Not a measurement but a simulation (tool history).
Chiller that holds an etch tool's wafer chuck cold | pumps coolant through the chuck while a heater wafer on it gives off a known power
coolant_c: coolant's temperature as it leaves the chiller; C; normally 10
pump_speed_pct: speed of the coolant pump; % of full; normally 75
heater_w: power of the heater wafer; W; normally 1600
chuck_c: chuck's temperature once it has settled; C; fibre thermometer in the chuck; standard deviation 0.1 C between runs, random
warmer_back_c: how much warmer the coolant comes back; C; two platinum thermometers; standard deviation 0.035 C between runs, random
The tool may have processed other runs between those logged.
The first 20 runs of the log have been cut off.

run,hour,coolant_c,pump_speed_pct,heater_w,hours since the coolant was changed and the channels were flushed,hours since the pump was overhauled,hours since the chiller's thermometer was calibrated,chuck_c,warmer_back_c
21,946.9,6,97,1582,1753,2369,1998,16.2,4.57
22,976.4,6,97,1582,1782,2398,2028,16.4,4.53
23,1030.1,19,71,1484,1836,2452,2081,31.5,5.78
24,1083.8,13,88,1484,1890,2506,2135,23.4,4.7
25,1132.7,10,73,970,1939,2555,2184,17.8,3.69
26,1189.3,12,92,1600,1995,2611,2240,23,4.83
27,1216.8,10,70,2161,2023,2639,2268,28.8,8.46
28,1241.1,12,70,2217,2047,2663,2292,31.2,8.69

The next listed run, before its measurement:
29,1266.4,10,93,1975,2072,2688,2318,?,?

chuck_c: 23.7 C
warmer_back_c: 5.84 C
With the hidden condition absent and the run-to-run variation left alone, this run would have shown chuck_c 23.1 C, warmer_back_c 5.66 C.
